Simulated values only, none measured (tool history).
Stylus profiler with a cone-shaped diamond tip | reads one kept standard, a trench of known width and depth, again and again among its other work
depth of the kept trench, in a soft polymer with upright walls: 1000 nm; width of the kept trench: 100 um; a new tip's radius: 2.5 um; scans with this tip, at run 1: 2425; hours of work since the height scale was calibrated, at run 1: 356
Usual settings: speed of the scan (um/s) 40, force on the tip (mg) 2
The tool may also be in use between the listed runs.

run,hour,speed of the scan (um/s),force on the tip (mg),scans with this tip,hours of work since the height scale was calibrated,depth of the trench (Å),width of the trench's floor (nm)
1,0,40,2,2425,356,10092.8,95170
2,12.2,40,2,2480,364,10090.8,95140
3,21.2,40,2,2521,370,10092.5,95190
4,28,124,2,2551,374,10091.7,94660
5,39.2,27,2,2601,382,10091.8,95210
6,45.9,40,2,2632,386,10091.8,95160
7,53.3,40,2,2665,391,10091.5,95100
8,64.2,40,2,2714,398,10094,95130
9,76.6,40,2,2770,406,10087.5,95100
10,89.9,40,2,2830,415,10091.7,95080
11,102.9,40,2,2888,424,10088.9,95080
12,118.3,40,2,2958,434,10094.5,95050
13,126.7,40,2,2995,440,10096.2,95120
14,133.7,40,2,3027,444,10094.3,95060
15,140.1,43,2,3055,448,10091.6,95020
16,155,43,2,3123,458,10091.1,94980
17,170,43,2,3190,468,10089.5,94970
18,184.6,43,2,3256,478,10095.8,95010
19,192.5,43,2,3291,483,10097.1,94990
20,203.3,16,1.73,3340,490,10086.6,95160
21,211,47,3.91,3375,495,10141.2,94980
22,219.4,47,3.91,3413,501,10142.1,94960
# hour 221.2: height scale calibrated on a step standard
23,231.5,12,0.94,3465,7,10065.9,95100
24,245.9,52,1.34,3530,16,10083.4,94800
25,255.4,52,1.34,3572,23,10078.6,94750
# hour 265.4: height scale calibrated on a step standard, once more
26,268.3,11,1.12,3628,2,10062.6,95080
27,281.1,13,2.65,3686,10,10104.6,95060
28,289.5,11,3.94,3724,16,10137.1,95090
29,299,15,2,3766,22,10095.2,95060
30,313.6,15,2,3832,32,10085.8,95030
31,327.2,80,5.87,3893,41,10178.6,94800
32,338.1,60,4.18,3942,48,10143.2,94890
33,353.5,10,1.28,4012,58,10067.8,95030
34,368.8,13,0.77,4081,68,10050.1,94950
35,377.3,99,1.4,4119,74,10072.4,94320
36,387.2,99,1.4,4163,80,10072,94330
37,394.5,40,1.18,4196,85,10063.9,94720
38,403.3,89,4.41,4236,91,10146.5,94690

Hidden state or all else? Some run-to-run changes of depth of the trench (Å), split into what the settings, what came in and random variation would give without the hidden state, and what is left for the hidden state (with any gauge scatter that isn't in both results):
The hidden state here: radius of the tip, um; height scale over the true one, %; drift of the gauge itself on depth_nm, %; drift of the gauge itself on floor_um, %.
Run 22 -> 23: speed of the scan (um/s) 47 -> 12, force on the tip (mg) 3.91 -> 0.94, height scale calibrated on a step standard. depth of the trench (Å) -76.2: hidden state +6.4, all else -82.6.
Run 23 -> 24: speed of the scan (um/s) 12 -> 52, force on the tip (mg) 0.94 -> 1.34. depth of the trench (Å) +17.5: hidden state +0.4, all else +17.1.
Run 25 -> 26: speed of the scan (um/s) 52 -> 11, force on the tip (mg) 1.34 -> 1.12, height scale calibrated on a step standard, once more. depth of the trench (Å) -16: hidden state -14, all else -2.
Run 30 -> 31: speed of the scan (um/s) 15 -> 80, force on the tip (mg) 2 -> 5.87. depth of the trench (Å) +92.8: hidden state +0.3, all else +92.5.
Run 37 -> 38: speed of the scan (um/s) 40 -> 89, force on the tip (mg) 1.18 -> 4.41. depth of the trench (Å) +82.6: hidden state +0.3, all else +82.3.

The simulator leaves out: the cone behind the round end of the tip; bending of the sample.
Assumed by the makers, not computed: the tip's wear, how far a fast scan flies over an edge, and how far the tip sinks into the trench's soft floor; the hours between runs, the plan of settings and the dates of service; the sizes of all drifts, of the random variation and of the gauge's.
